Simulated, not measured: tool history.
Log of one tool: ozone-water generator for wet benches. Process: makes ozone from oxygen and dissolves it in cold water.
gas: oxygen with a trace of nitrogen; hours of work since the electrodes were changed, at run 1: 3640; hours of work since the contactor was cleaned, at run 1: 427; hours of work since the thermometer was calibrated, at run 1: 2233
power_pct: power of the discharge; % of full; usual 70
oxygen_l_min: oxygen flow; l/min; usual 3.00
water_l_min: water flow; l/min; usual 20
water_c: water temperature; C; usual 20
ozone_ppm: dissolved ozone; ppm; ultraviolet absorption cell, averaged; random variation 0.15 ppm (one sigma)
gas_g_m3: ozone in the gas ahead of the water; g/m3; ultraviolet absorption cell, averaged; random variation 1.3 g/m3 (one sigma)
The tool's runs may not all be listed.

run      day  power_pct  oxygen_l_min  water_l_min  water_c  hours of work since the electrodes were changed  hours of work since the contactor was cleaned  hours of work since the thermometer was calibrated  ozone_ppm  gas_g_m3
  1    0.000         70          3.00           20       20                                             3640                                            427                                                2233       17.0     216.6
  2    2.958         70          3.00           20       20                                             3688                                            475                                                2281       17.2     216.2
  3    8.650         70          3.00           20       20                                             3780                                            567                                                2372       17.3     214.0
  4   12.733         70          3.00           20       20                                             3845                                            633                                                2438       16.9     215.6
  5   18.400         70          3.00           20       23                                             3937                                            724                                                2529       16.1     215.1
  6   22.388         70          3.00           20       17                                             4001                                            788                                                2594       17.2     214.2
  7   25.554         70          3.00           20       17                                             4052                                            839                                                2645       17.2     212.9
  8   30.012         70          4.76           20       20                                             4124                                            911                                                2716       19.2     182.1
  9   32.962         80          3.00           20       20                                             4171                                            958                                                2764       18.0     233.9
 10   37.904         80          4.11           20       20                                             4251                                           1038                                                2844       19.8     208.7
 11   43.804         70          3.00           20       12                                             4346                                           1133                                                2939       17.7     210.8
 12   47.696         70          3.00           20       12                                             4408                                           1196                                                3001       17.8     212.2
 13   50.408         70          3.00           20       20                                             4452                                           1239                                                3045       16.5     208.5
 14   54.654         70          3.00           20       15                                             4521                                           1308                                                3113       17.2     207.2
 15   60.246         70          3.00           20       15                                             4611                                           1398                                                3203       16.9     208.4
 16   66.321         70          3.00           20       15                                             4708                                           1496                                                3301       17.0     208.6
      66.758  -- water thermometer calibrated
 17   69.196         48          1.99           18       16                                             4754                                           1542                                                  39       12.1     188.0
 18   72.958         48          2.74           28       26                                             4815                                           1602                                                 100        8.1     166.8
 19   78.767         77          2.74           28       22                                             4909                                           1696                                                 193       11.5     226.7
      80.354  -- water thermometer calibrated, once more
 20   82.583         70          3.00           14       20                                             4970                                           1757                                                  36       21.6     204.9
 21   88.058         70          3.00           14       20                                             5058                                           1845                                                 124       21.7     205.3
 22   91.500         90          3.23           29       15                                             5113                                           1901                                                 179       13.5     234.9
 23   97.517         90          3.23           17       15                                             5210                                           1997                                                 276       23.2     232.3
 24  103.192         44          1.59           16       26                                             5302                                           2089                                                 368       10.7     185.6
 25  108.712         44          1.59           16       26                                             5390                                           2178                                                 457       10.5     185.0
 26  112.458         44          1.59           16       26                                             5451                                           2238                                                 517       10.8     186.4
 27  116.575         44          1.59           16       26                                             5517                                           2304                                                 583       10.9     184.8
 28  119.417         44          1.59           17       26                                             5563                                           2350                                                 629       10.0     184.9

Some steps in ozone_ppm between neighbouring runs. How much of each would the tool show without its hidden state too (settings, what came in, random variation), and how much is left for the hidden state, with any gauge scatter that isn't in both results?
The hidden state here: yield of the discharge, % of new electrodes'; contactor's efficiency, % of a clean one's; true water temperature over the reading, C; drift of the gauge itself on ozone_ppm, %; drift of the gauge itself on gas_g_m3, %.
Run 19 -> 20: power_pct 77 -> 70, oxygen_l_min 2.74 -> 3.00, water_l_min 28 -> 14, water_c 22 -> 20, water thermometer calibrated, once more. ozone_ppm +10.1 ppm: hidden state -2.0, all else +12.1.
Run 22 -> 23: water_l_min 29 -> 17. ozone_ppm +9.7 ppm: hidden state -2.6, all else +12.3.
Run 23 -> 24: power_pct 90 -> 44, oxygen_l_min 3.23 -> 1.59, water_l_min 17 -> 16, water_c 15 -> 26. ozone_ppm -12.5 ppm: hidden state +4.7, all else -17.2.
